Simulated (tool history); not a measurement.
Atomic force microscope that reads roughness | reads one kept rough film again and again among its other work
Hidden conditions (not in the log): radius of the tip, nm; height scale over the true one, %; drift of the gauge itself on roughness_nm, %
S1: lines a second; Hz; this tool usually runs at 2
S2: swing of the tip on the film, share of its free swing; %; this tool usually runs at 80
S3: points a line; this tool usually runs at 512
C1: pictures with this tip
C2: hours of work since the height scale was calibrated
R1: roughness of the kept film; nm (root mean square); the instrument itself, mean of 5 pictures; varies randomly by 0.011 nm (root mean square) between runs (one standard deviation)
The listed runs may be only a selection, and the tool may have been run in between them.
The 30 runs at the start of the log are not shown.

run,hour,S1,S2,S3,C1,C2,R1
31,296.4,2,88,512,50,364,2.311
32,309.1,1.28,80,657,67,370,2.65
33,317.7,1.28,80,657,77,374,2.617
34,324.8,1.28,80,657,87,378,2.608
35,336.2,0.68,66,460,101,383,2.834
36,346,0.64,79,522,114,388,2.702
37,352,2,77,942,121,391,2.422
38,361.1,1.04,77,1006,133,396,2.623
# hour 368.7: new tip fitted
39,371.5,2,81,296,3,400,2.565
40,384.5,2,81,296,20,407,2.54

Forecast run 41:
41,391.3,0.62,78,512,29,410,?

R1: 2.945 nm (root mean square)
Take away the tool's hidden state, keep the run-to-run variation as it was, and the same run would have given R1 3.008 nm (root mean square).
